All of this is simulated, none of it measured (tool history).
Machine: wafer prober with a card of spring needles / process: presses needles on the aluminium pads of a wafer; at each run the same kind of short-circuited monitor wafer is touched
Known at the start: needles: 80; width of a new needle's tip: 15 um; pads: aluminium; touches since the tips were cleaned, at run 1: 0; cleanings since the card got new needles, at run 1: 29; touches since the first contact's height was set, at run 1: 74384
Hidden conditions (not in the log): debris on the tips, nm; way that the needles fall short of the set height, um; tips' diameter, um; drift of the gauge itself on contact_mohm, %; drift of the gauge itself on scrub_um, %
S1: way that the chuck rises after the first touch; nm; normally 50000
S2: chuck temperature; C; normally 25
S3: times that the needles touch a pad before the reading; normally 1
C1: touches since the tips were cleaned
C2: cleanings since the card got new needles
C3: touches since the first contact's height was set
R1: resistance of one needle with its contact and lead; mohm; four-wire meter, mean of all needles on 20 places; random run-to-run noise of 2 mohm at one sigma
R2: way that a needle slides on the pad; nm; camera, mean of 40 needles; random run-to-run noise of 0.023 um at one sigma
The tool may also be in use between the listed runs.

Run 1, hour 0.0: usual settings; C1 0; C2 29; C3 74384. Result: R1 215 mohm, R2 9780 nm.
At hour 35.4: tips cleaned on abrasive film.
Run 2, hour 49.8: usual settings; C1 2656; C2 30; C3 83576. Result: R1 246 mohm, R2 9750 nm.
At hour 75.6: tips cleaned on abrasive film.
Run 3, hour 96.3: usual settings; C1 3834; C2 31; C3 92168. Result: R1 260 mohm, R2 9760 nm.
At hour 112.1: tips cleaned on abrasive film.
At hour 147.0: tips cleaned on abrasive film.
Run 4, hour 178.4: usual settings; C1 5814; C2 33; C3 107332. Result: R1 268 mohm, R2 9710 nm.
At hour 184.2: tips cleaned on abrasive film.
At hour 219.6: tips cleaned on abrasive film.
Run 5, hour 225.3: usual settings; C1 1067; C2 35; C3 115977. Result: R1 234 mohm, R2 9670 nm.
At hour 257.1: tips cleaned on abrasive film.
Run 6, hour 262.6: usual settings but S2 45 C; C1 1004; C2 36; C3 122850. Result: R1 241 mohm, R2 9670 nm.
At hour 295.0: tips cleaned on abrasive film.
Run 7, hour 308.2: usual settings but S2 45 C; C1 2431; C2 37; C3 131275. Result: R1 252 mohm, R2 9600 nm.
At hour 331.2: tips cleaned on abrasive film.
At hour 366.0: tips cleaned on abrasive film.
Run 8, hour 390.0: usual settings; C1 4443; C2 39; C3 146379. Result: R1 267 mohm, R2 9550 nm.
At hour 401.5: tips cleaned on abrasive film.
At hour 417.1: height of the first contact set anew.
At hour 439.3: tips cleaned on abrasive film.
Run 9, hour 465.7: usual settings but S3 2; C1 4903; C2 41; C3 8992. Result: R1 243 mohm, R2 9990 nm.
At hour 474.0: tips cleaned on abrasive film.
Run 10, hour 501.7: usual settings but S2 30 C, S3 2; C1 5134; C2 42; C3 15635. Result: R1 246 mohm, R2 9950 nm.
At hour 515.7: tips cleaned on abrasive film.
At hour 557.2: tips cleaned on abrasive film.
Run 11, hour 587.8: usual settings; C1 5656; C2 44; C3 31522. Result: R1 270 mohm, R2 9940 nm.
At hour 595.1: tips cleaned on abrasive film.
Run 12, hour 629.4: usual settings but S1 43000 nm; C1 6348; C2 45; C3 39204. Result: R1 294 mohm, R2 8510 nm.
At hour 636.6: tips cleaned on abrasive film.
At hour 673.5: tips cleaned on abrasive film.
Run 13, hour 697.4: usual settings; C1 4420; C2 47; C3 51757. Result: R1 267 mohm, R2 9850 nm.
At hour 712.4: tips cleaned on abrasive film.
At hour 748.7: tips cleaned on abrasive film.
Run 14, hour 782.4: usual settings; C1 6226; C2 49; C3 67448. Result: R1 274 mohm, R2 9830 nm.
At hour 789.7: tips cleaned on abrasive film.
Run 15, hour 821.9: usual settings; C1 5948; C2 50; C3 74734. Result: R1 276 mohm, R2 9850 nm.
At hour 828.1: tips cleaned on abrasive film.
At hour 866.0: tips cleaned on abrasive film.
Run 16, hour 889.5: usual settings; C1 4348; C2 52; C3 87211. Result: R1 268 mohm, R2 9760 nm.
At hour 905.5: tips cleaned on abrasive film.
Run 17, hour 938.2: usual settings; C1 6055; C2 53; C3 96212. Result: R1 278 mohm, R2 9780 nm.
At hour 944.9: tips cleaned on abrasive film.
At hour 983.8: tips cleaned on abrasive film.
Run 18, hour 1008.3: usual settings; C1 4529; C2 55; C3 109147. Result: R1 266 mohm, R2 9710 nm.
At hour 1020.8: tips cleaned on abrasive film.
Run 19, hour 1046.6: usual settings but S1 47000 nm, S2 34 C, S3 2; C1 4779; C2 56; C3 116222. Result: R1 254 mohm, R2 9090 nm.
At hour 1057.2: tips cleaned on abrasive film.
Run 20, hour 1083.5: usual settings but S1 37000 nm; C1 4871; C2 57; C3 123029. Result: R1 331 mohm, R2 7070 nm.
At hour 1093.3: tips cleaned on abrasive film.
At hour 1132.6: tips cleaned on abrasive film.
Run 21, hour 1132.6: usual settings but S1 47000 nm, S2 32 C, S3 2; C1 0; C2 59; C3 132078. Result: R1 219 mohm, R2 9000 nm.
At hour 1170.7: tips cleaned on abrasive film.
Run 22, hour 1170.8: usual settings but S1 47000 nm, S2 32 C, S3 2; C1 16; C2 60; C3 139136. Result: R1 216 mohm, R2 8970 nm.
At hour 1207.2: tips cleaned on abrasive film.
Run 23, hour 1213.5: usual settings but S1 57000 nm, S2 55 C, S3 2; C1 1165; C2 61; C3 147018. Result: R1 231 mohm, R2 11010 nm.
At hour 1238.0: height of the first contact set anew.
At hour 1246.1: tips cleaned on abrasive film.
Run 24, hour 1275.7: usual settings but S1 57000 nm, S2 55 C, S3 2; C1 5474; C2 62; C3 6955. Result: R1 248 mohm, R2 11340 nm.
At hour 1283.7: tips cleaned on abrasive film.
At hour 1321.4: tips cleaned on abrasive film.
Run 25, hour 1335.6: usual settings but S2 108 C, S3 2; C1 2629; C2 64; C3 18006. Result: R1 251 mohm, R2 9980 nm.
At hour 1357.9: tips cleaned on abrasive film.
At hour 1397.3: tips cleaned on abrasive film.
Run 26, hour 1407.9: usual settings but S1 31000 nm, S2 92 C; C1 1958; C2 66; C3 31355. Result: R1 327 mohm, R2 6120 nm.
At hour 1433.7: tips cleaned on abrasive film.
Run 27, hour 1445.8: usual settings but S1 46000 nm, S2 96 C, S3 2; C1 2237; C2 67; C3 38351. Result: R1 253 mohm, R2 9090 nm.
At hour 1472.1: tips cleaned on abrasive film.
At hour 1510.5: tips cleaned on abrasive film.
Run 28, hour 1531.2: usual settings but S1 55000 nm; C1 3829; C2 69; C3 54108. Result: R1 254 mohm, R2 10870 nm.
At hour 1548.9: tips cleaned on abrasive film.
At hour 1584.8: tips cleaned on abrasive film.
At hour 1619.8: tips cleaned on abrasive film.
Run 29, hour 1619.8: usual settings but S1 55000 nm, S2 33 C, S3 2; C1 0; C2 72; C3 70452. Result: R1 218 mohm, R2 10780 nm.
At hour 1659.2: tips cleaned on abrasive film.
Run 30, hour 1693.0: usual settings but S1 61000 nm; C1 6254; C2 73; C3 83993. Result: R1 259 mohm, R2 11940 nm.
At hour 1699.2: tips cleaned on abrasive film.
At hour 1739.2: tips cleaned on abrasive film.
At hour 1774.5: tips cleaned on abrasive film.
Run 31, hour 1775.9: usual settings but S1 69000 nm, S2 41 C, S3 2; C1 271; C2 76; C3 99282. Result: R1 215 mohm, R2 13530 nm.

Each row is a separate what-if for the run after 31, all from the same tool condition, not one after another. Results?
At hour 1811.9: tips cleaned on abrasive film.
Run A, hour 1829.9: usual settings but S1 31000 nm, S2 62 C, S3 2; C1 3321; C2 77; C3 109248. Result: R1 ?, R2 ?.
At hour 1811.9: tips cleaned on abrasive film.
Run B, hour 1829.9: usual settings but S2 62 C; C1 3321; C2 77; C3 109248. Result: R1 ?, R2 ?.
At hour 1811.9: tips cleaned on abrasive film.
Run C, hour 1829.9: usual settings but S1 31000 nm, S2 104 C, S3 2; C1 3321; C2 77; C3 109248. Result: R1 ?, R2 ?.

run   R1    R2
  A  322  5910
  B  271  9690
  C  328  5880
Take away the tool's hidden state, keep each run's random variation, and the runs would have read:
run   R1     R2
  A  234   6220
  B  215  10000
  C  245   6190
